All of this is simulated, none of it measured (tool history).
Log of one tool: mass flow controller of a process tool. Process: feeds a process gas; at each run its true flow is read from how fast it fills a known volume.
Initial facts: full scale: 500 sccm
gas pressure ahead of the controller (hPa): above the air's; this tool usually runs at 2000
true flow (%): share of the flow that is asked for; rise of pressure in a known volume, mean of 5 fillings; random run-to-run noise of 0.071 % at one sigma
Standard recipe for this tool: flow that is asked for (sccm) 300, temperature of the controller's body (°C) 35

run      day  flow that is asked for (sccm)  gas pressure ahead of the controller (hPa)  temperature of the controller's body (°C)  true flow (%)
  1    0.000                            300                                        2000                                         35          99.95
  2   11.096                            300                                        2000                                         35          99.75
  3   19.188                            300                                        2000                                         35          99.68
  4   26.142                            300                                        2000                                         35          99.58
  5   38.221                            300                                        2000                                         35          99.42
  6   44.575                            300                                        2000                                         35          99.35
  7   57.562                            300                                        2000                                         35          99.24
  8   66.567                            300                                        2000                                         35          99.04
  9   78.150                            300                                        2000                                         28          98.77
 10   88.654                            300                                        1850                                         35          99.09
      95.788  -- controller's zero set anew
 11  100.475                            300                                        2000                                         31          98.52
 12  106.425                            300                                        2000                                         31          98.45
 13  118.708                            300                                        2000                                         35          98.44
 14  126.917                            300                                        2000                                         35          98.41
 15  134.975                             54                                        2000                                         35          97.77
 16  146.538                             54                                        2000                                         35          97.76
 17  156.433                            300                                        2000                                         31          97.83
 18  165.371                            300                                        1560                                         35          97.85
 19  172.542                            300                                        1560                                         35          97.85
 20  186.204                            300                                        1450                                         35          97.59
     193.217  -- gauge calibrated
 21  199.179                            300                                        2000                                         35          99.85
 22  208.208                            300                                        2000                                         35          99.76
 23  220.575                            300                                        2000                                         35          99.55
 24  229.708                            338                                        2000                                         28          99.43
 25  241.762                            338                                        2000                                         28          99.27
 26  253.367                            145                                        2000                                         23          98.69
 27  260.983                            300                                        2660                                         35          98.92
 28  272.425                            300                                        2660                                         35          98.95
 29  278.679                            119                                        2000                                         31          98.39
 30  290.312                            119                                        1720                                         31          98.45
     296.812  -- controller exchanged for a calibrated one
 31  298.867                             96                                        1520                                         23          98.06
 32  306.546                            471                                        1810                                         22          98.54
 33  316.050                            300                                        2000                                         35          98.23
 34  328.183                            300                                        2000                                         27          98.10
 35  337.121                             63                                        2380                                         22          97.30
 36  346.962                            393                                        2380                                         33          98.04
 37  356.488                            300                                        1540                                         35          97.98
 38  368.179                            300                                        2210                                         35          97.61
 39  377.067                            287                                        1450                                         33          97.71
 40  390.717                            172                                        2040                                         35          97.15
 41  402.833                            168                                        2100                                         35          97.16
 42  411.979                            168                                        2100                                         30          96.82
 43  418.183                            168                                        2100                                         30          96.67

Subtracting, for every run, the result it would have given without the tool's unlogged condition from the measured result gives the following. The same run-to-run variation enters both numbers; the gauge's scatter may not:
The hidden state here: flow at rest that the sensor doesn't see, % of full scale; true flow over the shown one, %; drift of the gauge itself on true_pct, %.
run  true flow (%)
  1          +0.00
  2          -0.14
  3          -0.24
  4          -0.32
  5          -0.48
  6          -0.56
  7          -0.72
  8          -0.84
  9          -0.98
 10          -1.11
 11          -1.27
 12          -1.34
 13          -1.50
 14          -1.60
 15          -1.69
 16          -1.83
 17          -1.97
 18          -2.08
 19          -2.18
 20          -2.35
 21          -0.09
 22          -0.20
 23          -0.35
 24          -0.47
 25          -0.62
 26          -0.76
 27          -0.86
 28          -1.01
 29          -1.07
 30          -1.22
 31          -1.31
 32          -1.42
 33          -1.54
 34          -1.69
 35          -1.79
 36          -1.93
 37          -2.05
 38          -2.19
 39          -2.31
 40          -2.47
 41          -2.62
 42          -2.73
 43          -2.81
